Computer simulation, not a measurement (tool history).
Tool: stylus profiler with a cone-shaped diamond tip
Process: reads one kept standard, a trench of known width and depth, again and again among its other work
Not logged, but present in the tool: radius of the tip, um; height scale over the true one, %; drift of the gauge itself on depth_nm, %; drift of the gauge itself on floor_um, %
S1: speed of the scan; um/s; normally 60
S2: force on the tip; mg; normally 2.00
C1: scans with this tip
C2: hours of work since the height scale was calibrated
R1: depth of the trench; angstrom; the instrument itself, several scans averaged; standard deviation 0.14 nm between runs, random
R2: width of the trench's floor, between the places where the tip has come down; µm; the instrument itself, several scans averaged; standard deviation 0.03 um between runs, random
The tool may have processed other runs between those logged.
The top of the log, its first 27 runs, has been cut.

run    hour   S1    S2    C1   C2      R1     R2
 28  1767.2   96  1.05  4044  344  5010.7  26.51
 29  1854.3   18  1.41  4461  379  5012.6  27.05
 30  1912.9   60  2.06  4742  403  5020.6  26.91
 31  1990.8   35  0.74  5116  435  5004.7  26.89
 32  2054.2  101  3.89  5420  461  5035.7  26.79
 33  2126.5  101  3.89  5767  490  5037.5  26.82
 34  2197.5  101  3.89  6107  519  5035.6  26.71
 35  2273.9   18  3.89  6474  551  5034.6  27.03
 36  2362.1  109  2.00  6897  587  5018.2  26.57
 37  2420.4  109  2.00  7176  610  5017.3  26.61
 38  2468.8  109  2.00  7409  630  5016.1  26.62
 39  2534.8   83  2.51  7725  657  5020.6  26.73
 40  2614.5   60  0.98  8107  690  5000.5  26.62
 41  2672.0  110  2.09  8383  713  5016.0  26.50
 42  2720.0   94  1.30  8614  733  5006.0  26.47
 43  2758.5  121  1.86  8798  748  5012.3  26.38
 44  2832.1   24  2.39  9151  778  5019.0  26.86
 45  2905.0   81  2.00  9501  808  5012.1  26.57
 46  2983.8  196  0.70  9878  840  4998.1  25.41

What if the next run were any one of these 3? Each begins from the tool's condition after run 46:
  A  3045.8  140  1.96  10176  865   ?   ?
  B  3045.8  215  0.70  10176  865   ?   ?
  C  3045.8  176  0.94  10176  865   ?   ?

run      R1     R2
  A  5014.6  26.25
  B  4999.4  25.21
  C  4998.3  25.70
Without the tool's unlogged condition, the same runs would have read:
run      R1     R2
  A  5033.2  26.65
  B  5017.9  25.62
  C  5016.8  26.10
